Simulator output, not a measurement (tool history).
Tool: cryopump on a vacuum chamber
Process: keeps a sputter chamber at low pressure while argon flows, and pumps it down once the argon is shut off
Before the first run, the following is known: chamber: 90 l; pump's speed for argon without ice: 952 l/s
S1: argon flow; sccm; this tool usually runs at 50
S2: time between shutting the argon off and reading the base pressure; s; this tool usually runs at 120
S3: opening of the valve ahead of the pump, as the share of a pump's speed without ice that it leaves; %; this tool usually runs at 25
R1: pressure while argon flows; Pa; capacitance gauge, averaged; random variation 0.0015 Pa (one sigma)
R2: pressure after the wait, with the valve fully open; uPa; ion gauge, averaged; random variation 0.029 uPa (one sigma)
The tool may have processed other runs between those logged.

run	hour	S1	S2	S3	R1	R2
1	0.0	50	120	25	0.3803	1.70
2	46.2	26	120	25	0.1962	1.73
3	83.5	26	120	25	0.1996	1.71
4	117.7	64	120	25	0.4888	1.74
5	146.6	76	120	25	0.5805	1.76
6	191.9	50	206	25	0.3812	1.37
7	221.5	50	206	25	0.3812	1.29
8	249.4	50	120	25	0.3813	1.78
9	281.2	50	278	25	0.3846	1.20
10	327.5	50	278	25	0.3860	1.22
11	351.6	50	278	25	0.3839	1.23
12	383.2	50	278	25	0.3883	1.22
13	425.3	50	278	25	0.3881	1.18
14	449.0	50	278	25	0.3887	1.26
15	470.6	50	278	25	0.3898	1.29
16	500.4	44	280	16	0.5199	1.25
17	545.9	44	280	16	0.5242	1.31
18	592.8	24	280	16	0.2861	1.27
19	612.2	24	280	16	0.2838	1.27
# hour 632.2: pump warmed up, emptied and cooled again
20	637.0	56	280	19	0.5256	1.05
21	667.3	27	280	27	0.1773	1.07
22	690.9	29	88	38	0.1363	2.18
23	712.8	60	120	44	0.2466	1.70
24	754.2	60	120	44	0.2449	1.74
25	773.9	60	120	44	0.2491	1.77
26	798.0	85	120	21	0.7206	1.71
27	830.4	85	120	21	0.7283	1.74

What if the next run were any one of these 3? Each begins from the tool's condition after run 27:
A	875.7	50	120	37	?	?
B	875.7	85	120	20	?	?
C	875.7	60	100	21	?	?

run	R1	R2
A	0.2443	1.78
B	0.7601	1.80
C	0.5129	2.04
With the hidden condition removed and each run's random variation left untouched, the same runs would have given:
run	R1	R2
A	0.2396	1.42
B	0.7520	1.44
C	0.5072	1.67

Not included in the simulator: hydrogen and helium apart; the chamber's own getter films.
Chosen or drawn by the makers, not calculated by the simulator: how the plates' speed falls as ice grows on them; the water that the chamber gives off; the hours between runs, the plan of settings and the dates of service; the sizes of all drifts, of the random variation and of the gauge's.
